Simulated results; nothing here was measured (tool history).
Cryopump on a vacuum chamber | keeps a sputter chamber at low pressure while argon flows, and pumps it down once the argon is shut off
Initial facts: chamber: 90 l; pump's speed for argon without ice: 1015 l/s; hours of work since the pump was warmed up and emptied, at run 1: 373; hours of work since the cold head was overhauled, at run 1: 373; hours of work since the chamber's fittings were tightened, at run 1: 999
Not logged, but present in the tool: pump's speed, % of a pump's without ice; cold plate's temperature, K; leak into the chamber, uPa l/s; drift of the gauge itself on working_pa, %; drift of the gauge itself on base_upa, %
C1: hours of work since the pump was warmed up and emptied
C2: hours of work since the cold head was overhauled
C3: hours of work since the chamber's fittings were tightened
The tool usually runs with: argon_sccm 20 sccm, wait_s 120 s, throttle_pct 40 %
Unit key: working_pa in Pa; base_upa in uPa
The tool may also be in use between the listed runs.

{"run": 1, "hour": 0.0, "argon_sccm": 20, "wait_s": 120, "throttle_pct": 40, "C1": 373, "C2": 373, "C3": 999, "working_pa": 0.0943, "base_upa": 2.02}
{"run": 2, "hour": 49.9, "argon_sccm": 20, "wait_s": 272, "throttle_pct": 40, "C1": 409, "C2": 409, "C3": 1036, "working_pa": 0.0953, "base_upa": 1.8}
{"hour": 71.9, "done": "pump warmed up, emptied and cooled again"}
{"run": 3, "hour": 100.3, "argon_sccm": 20, "wait_s": 272, "throttle_pct": 40, "C1": 21, "C2": 443, "C3": 1069, "working_pa": 0.0838, "base_upa": 1.45}
{"run": 4, "hour": 183.3, "argon_sccm": 20, "wait_s": 272, "throttle_pct": 40, "C1": 82, "C2": 504, "C3": 1130, "working_pa": 0.0851, "base_upa": 1.52}
{"run": 5, "hour": 227.4, "argon_sccm": 20, "wait_s": 272, "throttle_pct": 19, "C1": 114, "C2": 536, "C3": 1162, "working_pa": 0.1787, "base_upa": 1.62}
{"run": 6, "hour": 282.2, "argon_sccm": 28, "wait_s": 120, "throttle_pct": 40, "C1": 155, "C2": 576, "C3": 1203, "working_pa": 0.1221, "base_upa": 1.97}
{"hour": 343.2, "done": "leaking fittings of the chamber tightened, without venting"}
{"run": 7, "hour": 362.8, "argon_sccm": 20, "wait_s": 120, "throttle_pct": 40, "C1": 212, "C2": 634, "C3": 14, "working_pa": 0.0886, "base_upa": 0.97}
{"run": 8, "hour": 422.3, "argon_sccm": 20, "wait_s": 120, "throttle_pct": 40, "C1": 256, "C2": 678, "C3": 58, "working_pa": 0.0907, "base_upa": 1.01}
{"run": 9, "hour": 494.1, "argon_sccm": 20, "wait_s": 120, "throttle_pct": 43, "C1": 309, "C2": 731, "C3": 111, "working_pa": 0.0868, "base_upa": 1.08}
{"run": 10, "hour": 587.4, "argon_sccm": 20, "wait_s": 120, "throttle_pct": 43, "C1": 378, "C2": 799, "C3": 180, "working_pa": 0.0888, "base_upa": 1.15}
{"run": 11, "hour": 636.1, "argon_sccm": 20, "wait_s": 120, "throttle_pct": 43, "C1": 413, "C2": 835, "C3": 215, "working_pa": 0.0908, "base_upa": 1.24}
{"hour": 650.8, "done": "pump warmed up, emptied and cooled again"}
{"run": 12, "hour": 727.0, "argon_sccm": 20, "wait_s": 120, "throttle_pct": 43, "C1": 56, "C2": 898, "C3": 279, "working_pa": 0.0788, "base_upa": 1.11}
{"run": 13, "hour": 771.2, "argon_sccm": 20, "wait_s": 120, "throttle_pct": 43, "C1": 89, "C2": 931, "C3": 311, "working_pa": 0.0792, "base_upa": 1.16}
{"run": 14, "hour": 854.7, "argon_sccm": 40, "wait_s": 120, "throttle_pct": 26, "C1": 150, "C2": 992, "C3": 372, "working_pa": 0.2638, "base_upa": 1.28}
{"run": 15, "hour": 915.8, "argon_sccm": 40, "wait_s": 120, "throttle_pct": 26, "C1": 195, "C2": 1037, "C3": 417, "working_pa": 0.2648, "base_upa": 1.25}
{"run": 16, "hour": 961.2, "argon_sccm": 32, "wait_s": 198, "throttle_pct": 30, "C1": 228, "C2": 1071, "C3": 451, "working_pa": 0.1878, "base_upa": 1.15}
{"run": 17, "hour": 1058.5, "argon_sccm": 32, "wait_s": 198, "throttle_pct": 30, "C1": 300, "C2": 1142, "C3": 522, "working_pa": 0.1919, "base_upa": 1.28}
{"run": 18, "hour": 1125.7, "argon_sccm": 32, "wait_s": 198, "throttle_pct": 30, "C1": 349, "C2": 1192, "C3": 572, "working_pa": 0.1968, "base_upa": 1.42}
{"run": 19, "hour": 1179.1, "argon_sccm": 32, "wait_s": 198, "throttle_pct": 30, "C1": 388, "C2": 1231, "C3": 611, "working_pa": 0.1985, "base_upa": 1.49}
{"hour": 1231.6, "done": "pump warmed up, emptied and cooled again"}
{"run": 20, "hour": 1278.8, "argon_sccm": 32, "wait_s": 198, "throttle_pct": 30, "C1": 35, "C2": 1301, "C3": 681, "working_pa": 0.1788, "base_upa": 1.19}
{"run": 21, "hour": 1355.8, "argon_sccm": 20, "wait_s": 175, "throttle_pct": 17, "C1": 91, "C2": 1357, "C3": 737, "working_pa": 0.1994, "base_upa": 1.39}
{"run": 22, "hour": 1444.1, "argon_sccm": 20, "wait_s": 21, "throttle_pct": 42, "C1": 156, "C2": 1422, "C3": 802, "working_pa": 0.083, "base_upa": 4.6}

How the hidden state differs across the entries between the runs, from the last listed run before each to the first after it:
Between runs 2 and 3: pump warmed up, emptied and cooled again (hour 71.9)
  pump's speed, % of a pump's without ice: 73.4 -> 98.2; cold plate's temperature, K: 12.43 -> 12.44; leak into the chamber, uPa l/s: 1148 -> 1178
  measured minus no-state result, working_pa: +0.0124 -> +0.0009 Pa; base_upa: +1.25 -> +0.91 uPa
Between runs 6 and 7: leaking fittings of the chamber tightened, without venting (hour 343.2)
  pump's speed, % of a pump's without ice: 89.4 -> 85.5; cold plate's temperature, K: 12.48 -> 12.5; leak into the chamber, uPa l/s: 1290 -> 321
  measured minus no-state result, working_pa: +0.0061 -> +0.0060 Pa; base_upa: +1.12 -> +0.08 uPa
Between runs 11 and 12: pump warmed up, emptied and cooled again (hour 650.8)
  pump's speed, % of a pump's without ice: 72.4 -> 96.3; cold plate's temperature, K: 12.55 -> 12.57; leak into the chamber, uPa l/s: 486 -> 535
  measured minus no-state result, working_pa: +0.0132 -> +0.0016 Pa; base_upa: +0.37 -> +0.25 uPa
Between runs 19 and 20: pump warmed up, emptied and cooled again (hour 1231.6)
  pump's speed, % of a pump's without ice: 73.2 -> 96.9; cold plate's temperature, K: 12.66 -> 12.68; leak into the chamber, uPa l/s: 802 -> 861
  measured minus no-state result, working_pa: +0.0205 -> +0.0024 Pa; base_upa: +0.79 -> +0.59 uPa
